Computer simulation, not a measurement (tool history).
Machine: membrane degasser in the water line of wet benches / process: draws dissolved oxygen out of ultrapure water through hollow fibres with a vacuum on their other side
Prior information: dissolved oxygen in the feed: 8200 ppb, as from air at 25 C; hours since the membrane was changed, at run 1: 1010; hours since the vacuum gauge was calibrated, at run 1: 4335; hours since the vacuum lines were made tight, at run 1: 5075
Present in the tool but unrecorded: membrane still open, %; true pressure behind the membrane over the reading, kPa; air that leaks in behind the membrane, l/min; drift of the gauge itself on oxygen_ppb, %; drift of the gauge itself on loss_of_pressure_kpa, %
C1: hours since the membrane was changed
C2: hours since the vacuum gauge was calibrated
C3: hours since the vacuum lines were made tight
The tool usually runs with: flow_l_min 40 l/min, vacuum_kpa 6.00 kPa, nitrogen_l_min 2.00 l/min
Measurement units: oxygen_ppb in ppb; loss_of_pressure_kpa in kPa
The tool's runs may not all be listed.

{"run": 1, "hour": 0.0, "flow_l_min": 40, "vacuum_kpa": 6.0, "nitrogen_l_min": 2.0, "C1": 1010, "C2": 4335, "C3": 5075, "oxygen_ppb": 137.5, "loss_of_pressure_kpa": 48.73}
{"run": 2, "hour": 28.3, "flow_l_min": 40, "vacuum_kpa": 6.0, "nitrogen_l_min": 2.0, "C1": 1039, "C2": 4363, "C3": 5104, "oxygen_ppb": 133.4, "loss_of_pressure_kpa": 48.67}
{"run": 3, "hour": 67.5, "flow_l_min": 40, "vacuum_kpa": 6.0, "nitrogen_l_min": 2.0, "C1": 1078, "C2": 4402, "C3": 5143, "oxygen_ppb": 132.7, "loss_of_pressure_kpa": 48.85}
{"run": 4, "hour": 111.1, "flow_l_min": 27, "vacuum_kpa": 6.0, "nitrogen_l_min": 2.0, "C1": 1121, "C2": 4446, "C3": 5186, "oxygen_ppb": 88.4, "loss_of_pressure_kpa": 33.17}
{"run": 5, "hour": 154.0, "flow_l_min": 27, "vacuum_kpa": 6.0, "nitrogen_l_min": 2.0, "C1": 1164, "C2": 4489, "C3": 5229, "oxygen_ppb": 86.9, "loss_of_pressure_kpa": 33.13}
{"run": 6, "hour": 172.7, "flow_l_min": 27, "vacuum_kpa": 6.0, "nitrogen_l_min": 2.0, "C1": 1183, "C2": 4507, "C3": 5248, "oxygen_ppb": 88.4, "loss_of_pressure_kpa": 33.1}
{"run": 7, "hour": 199.9, "flow_l_min": 27, "vacuum_kpa": 6.0, "nitrogen_l_min": 2.0, "C1": 1210, "C2": 4535, "C3": 5275, "oxygen_ppb": 87.5, "loss_of_pressure_kpa": 33.6}
{"hour": 208.9, "done": "vacuum gauge calibrated"}
{"run": 8, "hour": 234.2, "flow_l_min": 24, "vacuum_kpa": 6.86, "nitrogen_l_min": 1.09, "C1": 1244, "C2": 25, "C3": 5309, "oxygen_ppb": 174.9, "loss_of_pressure_kpa": 29.64}
{"run": 9, "hour": 268.4, "flow_l_min": 40, "vacuum_kpa": 4.15, "nitrogen_l_min": 1.38, "C1": 1278, "C2": 60, "C3": 5343, "oxygen_ppb": 68.3, "loss_of_pressure_kpa": 49.6}
{"run": 10, "hour": 297.7, "flow_l_min": 32, "vacuum_kpa": 5.68, "nitrogen_l_min": 1.76, "C1": 1308, "C2": 89, "C3": 5372, "oxygen_ppb": 103.1, "loss_of_pressure_kpa": 39.75}
{"run": 11, "hour": 343.6, "flow_l_min": 56, "vacuum_kpa": 14.25, "nitrogen_l_min": 1.4, "C1": 1354, "C2": 135, "C3": 5418, "oxygen_ppb": 863.1, "loss_of_pressure_kpa": 68.8}
{"run": 12, "hour": 388.2, "flow_l_min": 34, "vacuum_kpa": 4.73, "nitrogen_l_min": 2.99, "C1": 1398, "C2": 179, "C3": 5463, "oxygen_ppb": 46.2, "loss_of_pressure_kpa": 42.43}
{"run": 13, "hour": 412.1, "flow_l_min": 34, "vacuum_kpa": 4.73, "nitrogen_l_min": 2.99, "C1": 1422, "C2": 203, "C3": 5487, "oxygen_ppb": 45.3, "loss_of_pressure_kpa": 42.5}

Selected run-to-run steps in loss_of_pressure_kpa, each split into two signed amounts: the part the tool would show with no hidden state at all (from settings, incoming material and random variation), and the remainder, which goes to the hidden state together with any gauge scatter not common to the measured and the hidden-state-free results:
Run 10 -> 11: flow_l_min 32 -> 56, vacuum_kpa 5.68 -> 14.25, nitrogen_l_min 1.76 -> 1.40. loss_of_pressure_kpa +29.05 kPa: hidden state +0.53, all else +28.52.

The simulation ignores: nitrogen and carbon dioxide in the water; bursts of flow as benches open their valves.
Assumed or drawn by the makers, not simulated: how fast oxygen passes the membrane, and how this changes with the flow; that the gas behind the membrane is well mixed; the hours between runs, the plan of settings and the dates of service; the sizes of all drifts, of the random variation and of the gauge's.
